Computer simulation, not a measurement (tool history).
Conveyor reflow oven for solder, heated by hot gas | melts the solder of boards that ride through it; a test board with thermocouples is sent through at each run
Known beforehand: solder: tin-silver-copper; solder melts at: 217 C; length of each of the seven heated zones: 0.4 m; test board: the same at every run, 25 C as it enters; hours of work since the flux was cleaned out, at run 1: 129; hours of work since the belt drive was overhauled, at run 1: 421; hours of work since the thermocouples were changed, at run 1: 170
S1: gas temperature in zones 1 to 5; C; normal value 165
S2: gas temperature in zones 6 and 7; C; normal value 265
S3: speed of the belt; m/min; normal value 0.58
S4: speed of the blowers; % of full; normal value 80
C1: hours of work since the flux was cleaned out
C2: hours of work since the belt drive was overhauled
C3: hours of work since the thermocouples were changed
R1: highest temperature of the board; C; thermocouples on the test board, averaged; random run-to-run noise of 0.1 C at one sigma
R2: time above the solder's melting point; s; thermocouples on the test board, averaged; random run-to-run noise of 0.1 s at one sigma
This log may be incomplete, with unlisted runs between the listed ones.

run	day	S1	S2	S3	S4	C1	C2	C3	R1	R2
1	0	165	265	0.58	80	129	421	170	251.3	59.1
2	0.867	165	265	0.479	80	138	431	179	256.4	78.2
3	1.392	165	265	0.479	80	144	436	185	256.3	78.3
4	2.508	165	265	0.479	80	156	448	197	256.3	78.3
5	3.454	165	265	0.479	80	166	459	207	256.3	78.3
6	4.679	165	265	0.479	80	179	472	220	256.2	78.1
7	5.462	165	257	0.58	80	187	480	229	244	52.5
8	6.146	165	257	0.58	69	195	488	236	242	49.9
9	7.138	165	257	0.58	69	205	498	247	242	49.8
# day 7.412: flux residue cleaned out of gas plates and filters
10	8.154	165	265	0.58	80	8	507	255	249.5	57.3
11	8.692	165	265	0.58	80	14	513	261	249.8	57.2
12	9.567	165	265	0.58	80	23	522	271	249.7	57.1
13	10.467	165	265	0.58	80	33	532	280	249.6	57
14	11.242	165	265	0.58	80	41	540	289	249.6	56.9
15	12.246	165	265	0.58	80	52	551	300	249.4	56.8
16	12.779	165	265	0.58	80	58	557	305	249.4	56.9
17	13.808	165	267	0.58	67	69	568	316	248.7	55.6
# day 14.625: flux residue cleaned out of gas plates and filters, once more
18	14.633	165	279	0.58	76	0	575	323	265.4	68.7
19	15.275	165	278	0.58	63	7	581	330	261.5	65.8
20	16.488	165	278	0.58	63	20	595	343	261.4	65.8
21	17.508	165	272	0.515	63	31	606	354	260.1	74.2
22	18.404	173	265	0.535	56	41	615	364	252.1	67.8
23	19.442	160	265	0.535	56	52	626	375	250	60.8
24	20.1	160	274	0.535	83	59	633	382	263.4	72.7
25	20.6	160	274	0.535	83	64	639	387	263.4	72.3
26	21.146	160	274	0.535	83	70	645	393	263.5	72.5
27	21.646	180	255	0.535	83	76	650	399	248	69.7
28	22.375	159	274	0.58	78	83	658	406	259.8	63.5

Below are 3 alternative next runs, each starting from the tool's condition after run 28. Predict each:
A	23.254	153	274	0.607	71	93	667	416	?	?
B	23.254	164	256	0.58	69	93	667	416	?	?
C	23.254	159	275	0.576	51	93	667	416	?	?

run	R1	R2
A	255.4	55.8
B	242.3	50.8
C	254.1	58.5
The same runs, with their run-to-run variation unchanged, on a tool lacking any hidden condition would have given:
run	R1	R2
A	254.7	54.8
B	241.4	49.6
C	253.1	57.2
